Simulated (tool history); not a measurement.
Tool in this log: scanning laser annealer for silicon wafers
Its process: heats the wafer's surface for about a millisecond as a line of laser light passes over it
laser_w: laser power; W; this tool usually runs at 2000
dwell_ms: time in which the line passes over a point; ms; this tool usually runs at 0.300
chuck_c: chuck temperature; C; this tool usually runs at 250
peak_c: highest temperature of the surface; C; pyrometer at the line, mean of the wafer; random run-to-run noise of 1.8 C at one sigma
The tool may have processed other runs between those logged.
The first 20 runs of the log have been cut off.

run    hour  laser_w  dwell_ms  chuck_c  peak_c
 21   542.5     2000     0.235      250     830
 22   561.3     1935     0.269      250     852
 23   583.2     1790     0.292      262     835
 24   605.4     2077     0.291      250     935
 25   636.3     2077     0.291      250     933
 26   654.5     1725     0.302      274     830
 27   671.9     1747     0.223      236     713
 28   707.3     1747     0.223      236     706
 29   736.5     1946     0.260      234     824
 30   757.9     2132     0.260      251     911
 31   776.6     2132     0.260      251     907
 32   805.9     2111     0.260      258     907
 33   831.0     2111     0.260      258     908
 34   864.3     2000     0.314      273     948
 35   901.1     1737     0.300      276     825
 36   941.6     1738     0.361      250     860
      964.1  -- optics aligned, line set to its width
 37   985.6     1944     0.212      233     760
 38  1012.6     1973     0.310      236     906
 39  1041.1     1973     0.327      224     916
 40  1072.4     1823     0.324      272     892
 41  1092.0     1823     0.324      272     889

Below are 3 alternative next runs, each starting from the tool's condition after run 41. Predict each:
  A  1111.1     1823     0.324      279       ?
  B  1111.1     1803     0.300      237       ?
  C  1111.1     2000     0.216      248       ?

run  peak_c
  A     899
  B     821
  C     797
The same runs, with their run-to-run variation unchanged, on a tool lacking any hidden condition would have given:
run  peak_c
  A     939
  B     858
  C     832
